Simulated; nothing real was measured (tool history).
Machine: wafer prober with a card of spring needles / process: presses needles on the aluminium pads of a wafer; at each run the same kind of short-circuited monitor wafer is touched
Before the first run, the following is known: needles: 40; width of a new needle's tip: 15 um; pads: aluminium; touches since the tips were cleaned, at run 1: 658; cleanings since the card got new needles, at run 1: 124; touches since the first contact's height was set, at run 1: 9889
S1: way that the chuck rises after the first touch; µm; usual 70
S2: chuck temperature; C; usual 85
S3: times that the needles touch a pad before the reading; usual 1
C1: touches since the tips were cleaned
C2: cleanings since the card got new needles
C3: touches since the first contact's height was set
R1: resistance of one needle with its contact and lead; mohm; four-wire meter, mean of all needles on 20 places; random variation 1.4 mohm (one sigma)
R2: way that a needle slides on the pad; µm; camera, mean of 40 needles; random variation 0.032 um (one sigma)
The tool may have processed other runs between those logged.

Run 1, hour 0.0: usual settings; C1 658; C2 124; C3 9889. Result: R1 130 mohm, R2 9.98 µm.
At hour 10.4: tips cleaned on abrasive film.
At hour 23.4: tips cleaned on abrasive film.
At hour 33.8: tips cleaned on abrasive film.
At hour 46.9: tips cleaned on abrasive film.
At hour 57.3: tips cleaned on abrasive film.
At hour 70.3: tips cleaned on abrasive film.
Run 2, hour 79.5: usual settings; C1 2734; C2 130; C3 33392. Result: R1 145 mohm, R2 9.90 µm.
At hour 82.1: tips cleaned on abrasive film.
At hour 95.1: tips cleaned on abrasive film.
At hour 105.6: tips cleaned on abrasive film.
At hour 116.0: tips cleaned on abrasive film.
At hour 126.4: tips cleaned on abrasive film.
At hour 139.4: tips cleaned on abrasive film.
Run 3, hour 141.3: usual settings; C1 556; C2 136; C3 51641. Result: R1 127 mohm, R2 9.89 µm.
At hour 151.7: tips cleaned on abrasive film.
At hour 164.7: tips cleaned on abrasive film.
At hour 175.1: tips cleaned on abrasive film.
At hour 185.5: tips cleaned on abrasive film.
At hour 196.0: tips cleaned on abrasive film.
At hour 209.0: tips cleaned on abrasive film.
Run 4, hour 213.3: usual settings; C1 1280; C2 142; C3 72921. Result: R1 135 mohm, R2 9.83 µm.
At hour 221.1: tips cleaned on abrasive film.
At hour 231.5: tips cleaned on abrasive film.
At hour 242.0: tips cleaned on abrasive film.
At hour 255.0: tips cleaned on abrasive film.
At hour 265.4: tips cleaned on abrasive film.
At hour 275.8: tips cleaned on abrasive film.
Run 5, hour 280.3: usual settings; C1 1342; C2 148; C3 92725. Result: R1 135 mohm, R2 9.81 µm.
At hour 288.1: tips cleaned on abrasive film.
At hour 298.6: tips cleaned on abrasive film.
At hour 306.6: height of the first contact set anew.
At hour 311.9: tips cleaned on abrasive film.
Run 6, hour 317.4: usual settings; C1 1638; C2 151; C3 3176. Result: R1 142 mohm, R2 10.00 µm.
At hour 322.6: tips cleaned on abrasive film.
At hour 335.6: tips cleaned on abrasive film.
At hour 348.6: tips cleaned on abrasive film.
At hour 361.7: tips cleaned on abrasive film.
At hour 372.1: tips cleaned on abrasive film.
At hour 382.5: tips cleaned on abrasive film.
Run 7, hour 390.7: usual settings; C1 2447; C2 157; C3 24857. Result: R1 146 mohm, R2 9.96 µm.
At hour 393.4: tips cleaned on abrasive film.
At hour 403.8: tips cleaned on abrasive film.
At hour 414.2: tips cleaned on abrasive film.
At hour 427.2: tips cleaned on abrasive film.
At hour 440.2: tips cleaned on abrasive film.
At hour 450.7: tips cleaned on abrasive film.
Run 8, hour 459.5: usual settings but S3 2; C1 2632; C2 163; C3 45182. Result: R1 138 mohm, R2 9.92 µm.
At hour 462.2: tips cleaned on abrasive film.
At hour 472.6: tips cleaned on abrasive film.
At hour 485.6: tips cleaned on abrasive film.
At hour 498.6: tips cleaned on abrasive film.
At hour 511.6: tips cleaned on abrasive film.
At hour 522.0: tips cleaned on abrasive film.
Run 9, hour 531.1: usual settings but S3 2; C1 2700; C2 169; C3 66343. Result: R1 139 mohm, R2 9.89 µm.
At hour 533.8: tips cleaned on abrasive film.
At hour 544.2: tips cleaned on abrasive film.
At hour 557.2: tips cleaned on abrasive film.
At hour 567.6: tips cleaned on abrasive film.
At hour 578.0: tips cleaned on abrasive film.
At hour 588.5: tips cleaned on abrasive film.
At hour 598.9: tips cleaned on abrasive film.
At hour 609.7: tips cleaned on abrasive film.
Run 10, hour 609.7: usual settings but S3 2; C1 0; C2 177; C3 89537. Result: R1 117 mohm, R2 9.77 µm.
At hour 620.1: tips cleaned on abrasive film.
At hour 630.6: tips cleaned on abrasive film.
At hour 641.0: tips cleaned on abrasive film.
At hour 649.0: height of the first contact set anew.
At hour 651.7: tips cleaned on abrasive film.
At hour 662.1: tips cleaned on abrasive film.
At hour 672.5: tips cleaned on abrasive film.
Run 11, hour 677.7: usual settings but S3 2; C1 1524; C2 183; C3 8448. Result: R1 129 mohm, R2 10.02 µm.
At hour 685.5: tips cleaned on abrasive film.
At hour 698.5: tips cleaned on abrasive film.
At hour 711.5: tips cleaned on abrasive film.
At hour 722.3: tips cleaned on abrasive film.
Run 12, hour 722.3: usual settings but S3 2; C1 0; C2 187; C3 21646. Result: R1 118 mohm, R2 9.95 µm.
At hour 732.8: tips cleaned on abrasive film.
At hour 743.2: tips cleaned on abrasive film.
At hour 753.6: tips cleaned on abrasive film.
At hour 764.0: tips cleaned on abrasive film.
At hour 774.5: tips cleaned on abrasive film.
At hour 784.9: tips cleaned on abrasive film.
At hour 795.3: tips cleaned on abrasive film.
Run 13, hour 800.4: usual settings but S1 68 µm, S2 49 C; C1 1523; C2 194; C3 44708. Result: R1 135 mohm, R2 9.57 µm.
At hour 808.3: tips cleaned on abrasive film.
At hour 818.7: tips cleaned on abrasive film.
At hour 829.1: tips cleaned on abrasive film.
At hour 842.1: tips cleaned on abrasive film.
At hour 852.5: tips cleaned on abrasive film.
At hour 862.9: tips cleaned on abrasive film.
Run 14, hour 871.8: usual settings but S2 65 C; C1 2640; C2 200; C3 65811. Result: R1 148 mohm, R2 9.88 µm.
At hour 874.5: tips cleaned on abrasive film.
At hour 884.9: tips cleaned on abrasive film.
At hour 895.3: tips cleaned on abrasive film.
At hour 905.8: tips cleaned on abrasive film.
Run 15, hour 908.2: usual settings but S1 83 µm, S2 94 C, S3 3; C1 732; C2 204; C3 76542. Result: R1 119 mohm, R2 11.67 µm.
At hour 918.6: tips cleaned on abrasive film.
At hour 929.1: tips cleaned on abrasive film.
At hour 942.1: tips cleaned on abrasive film.
Run 16, hour 948.0: usual settings but S1 64 µm, S2 47 C, S3 2; C1 1770; C2 207; C3 88313. Result: R1 130 mohm, R2 8.94 µm.
At hour 953.3: tips cleaned on abrasive film.
At hour 966.3: tips cleaned on abrasive film.
At hour 979.3: tips cleaned on abrasive film.
At hour 989.9: height of the first contact set anew.
At hour 992.6: tips cleaned on abrasive film.
At hour 1003.0: tips cleaned on abrasive film.
Run 17, hour 1011.9: usual settings but S1 64 µm, S2 47 C, S3 2; C1 2656; C2 212; C3 6503. Result: R1 136 mohm, R2 9.18 µm.
At hour 1014.6: tips cleaned on abrasive film.
At hour 1027.6: tips cleaned on abrasive film.
At hour 1040.6: tips cleaned on abrasive film.
At hour 1051.0: tips cleaned on abrasive film.
Run 18, hour 1052.5: usual settings but S1 64 µm, S2 36 C, S3 2; C1 429; C2 216; C3 18472. Result: R1 116 mohm, R2 9.17 µm.
At hour 1062.9: tips cleaned on abrasive film.
At hour 1075.9: tips cleaned on abrasive film.
At hour 1086.3: tips cleaned on abrasive film.
Run 19, hour 1088.7: usual settings but S1 64 µm, S2 30 C, S3 2; C1 713; C2 219; C3 29186. Result: R1 120 mohm, R2 9.10 µm.
At hour 1099.1: tips cleaned on abrasive film.
At hour 1109.5: tips cleaned on abrasive film.
At hour 1122.5: tips cleaned on abrasive film.
At hour 1135.6: tips cleaned on abrasive film.
At hour 1148.6: tips cleaned on abrasive film.
At hour 1161.6: tips cleaned on abrasive film.
Run 20, hour 1170.4: usual settings but S1 60 µm, S2 93 C; C1 2649; C2 225; C3 53373. Result: R1 167 mohm, R2 8.50 µm.
At hour 1173.1: tips cleaned on abrasive film.
At hour 1183.5: tips cleaned on abrasive film.
At hour 1194.0: tips cleaned on abrasive film.
At hour 1204.4: tips cleaned on abrasive film.
At hour 1217.4: tips cleaned on abrasive film.
At hour 1230.4: tips cleaned on abrasive film.
At hour 1240.8: tips cleaned on abrasive film.
Run 21, hour 1242.8: usual settings but S1 58 µm, S2 37 C, S3 2; C1 599; C2 232; C3 74741. Result: R1 125 mohm, R2 8.12 µm.
At hour 1253.3: tips cleaned on abrasive film.
At hour 1266.3: tips cleaned on abrasive film.
At hour 1276.7: tips cleaned on abrasive film.
At hour 1289.7: tips cleaned on abrasive film.
At hour 1300.1: tips cleaned on abrasive film.
Run 22, hour 1301.9: usual settings but S1 61 µm, S2 77 C, S3 2; C1 538; C2 237; C3 92202. Result: R1 128 mohm, R2 8.55 µm.
At hour 1312.3: tips cleaned on abrasive film.
At hour 1325.3: tips cleaned on abrasive film.
At hour 1330.8: height of the first contact set anew.
At hour 1336.1: tips cleaned on abrasive film.
At hour 1349.1: tips cleaned on abrasive film.
Run 23, hour 1349.4: usual settings but S1 63 µm; C1 92; C2 241; C3 5477. Result: R1 125 mohm, R2 9.01 µm.

Here are 4 independent what-if runs from the current tool condition. What would each one return?
At hour 1359.8: tips cleaned on abrasive film.
At hour 1370.2: tips cleaned on abrasive film.
At hour 1383.2: tips cleaned on abrasive film.
At hour 1393.6: tips cleaned on abrasive film.
At hour 1404.1: tips cleaned on abrasive film.
Run A, hour 1411.9: usual settings but S1 59 µm, S2 113 C, S3 3; C1 2332; C2 246; C3 23958. Result: R1 ?, R2 ?.
At hour 1359.8: tips cleaned on abrasive film.
At hour 1370.2: tips cleaned on abrasive film.
At hour 1383.2: tips cleaned on abrasive film.
At hour 1393.6: tips cleaned on abrasive film.
At hour 1404.1: tips cleaned on abrasive film.
Run B, hour 1411.9: usual settings but S1 82 µm, S2 81 C, S3 3; C1 2332; C2 246; C3 23958. Result: R1 ?, R2 ?.
At hour 1359.8: tips cleaned on abrasive film.
At hour 1370.2: tips cleaned on abrasive film.
At hour 1383.2: tips cleaned on abrasive film.
At hour 1393.6: tips cleaned on abrasive film.
At hour 1404.1: tips cleaned on abrasive film.
Run C, hour 1411.9: usual settings but S1 58 µm, S3 3; C1 2332; C2 246; C3 23958. Result: R1 ?, R2 ?.
At hour 1359.8: tips cleaned on abrasive film.
At hour 1370.2: tips cleaned on abrasive film.
At hour 1383.2: tips cleaned on abrasive film.
At hour 1393.6: tips cleaned on abrasive film.
At hour 1404.1: tips cleaned on abrasive film.
Run D, hour 1411.9: usual settings; C1 2332; C2 246; C3 23958. Result: R1 ?, R2 ?.

run   R1     R2
  A  139   8.40
  B  122  11.72
  C  133   8.26
  D  149   9.94
With the hidden condition removed and each run's random variation left untouched, the same runs would have given:
run   R1     R2
  A  120   8.46
  B  112  11.78
  C  114   8.32
  D  114  10.00
